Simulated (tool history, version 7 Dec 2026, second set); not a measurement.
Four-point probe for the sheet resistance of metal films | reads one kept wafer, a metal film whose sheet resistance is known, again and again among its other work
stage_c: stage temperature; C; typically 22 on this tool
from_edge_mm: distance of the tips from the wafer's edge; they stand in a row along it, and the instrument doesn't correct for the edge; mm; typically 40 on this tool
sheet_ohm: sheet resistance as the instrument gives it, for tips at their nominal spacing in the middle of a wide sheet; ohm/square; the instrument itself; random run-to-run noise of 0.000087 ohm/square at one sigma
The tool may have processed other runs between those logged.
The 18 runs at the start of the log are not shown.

run	hour	stage_c	from_edge_mm	touches since the probe head was changed	hours of work since the stage's thermometer was calibrated	sheet_ohm
19	743.9	22	40	37616	915	0.433889
20	770.7	22	40	38240	930	0.433768
21	809.7	30	40	39145	952	0.434671
22	850.1	30	53	40084	975	0.434792
23	878.7	30	53	40748	991	0.434659
24	933.7	23	45	42025	1022	0.433899
25	988.8	22	40	43305	1053	0.433806
# hour 992.5: stage's thermometer calibrated
26	1019.6	22	40	44008	15	0.434119
27	1047.5	22	40	44655	31	0.434008
28	1080.5	24	8	45423	50	0.437842
29	1127.2	22	24	46507	76	0.434439
30	1182.6	25	24	47793	107	0.434742
31	1217.6	25	9	48607	127	0.437333
32	1245.2	26	4	49247	143	0.448609
33	1276.6	26	4	49975	160	0.448521
# hour 1307.7: stage's thermometer calibrated, once more
34	1308.6	33	42	50707	0	0.434822
35	1364.6	24	32	52009	32	0.434195
36	1396.6	21	13	52753	50	0.435066
37	1422.2	21	13	53347	65	0.435115
38	1448.8	23	4	53963	80	0.448038
39	1478.1	23	18	54644	96	0.434600
40	1504.0	30	34	55245	111	0.434981
41	1551.8	29	37	56356	138	0.434660
42	1604.7	29	37	57584	168	0.434765
43	1635.5	31	50	58301	185	0.435087

Forecast each of these 4 alternatives for the next run:
A	1687.9	25	29	59518	215	?
B	1687.9	25	14	59518	215	?
C	1687.9	27	50	59518	215	?
D	1687.9	31	50	59518	215	?

run	sheet_ohm
A	0.434441
B	0.435458
C	0.434505
D	0.434913
The same runs, with their run-to-run variation unchanged, on a tool lacking any hidden condition would have given:
run	sheet_ohm
A	0.433470
B	0.434485
C	0.433534
D	0.433943

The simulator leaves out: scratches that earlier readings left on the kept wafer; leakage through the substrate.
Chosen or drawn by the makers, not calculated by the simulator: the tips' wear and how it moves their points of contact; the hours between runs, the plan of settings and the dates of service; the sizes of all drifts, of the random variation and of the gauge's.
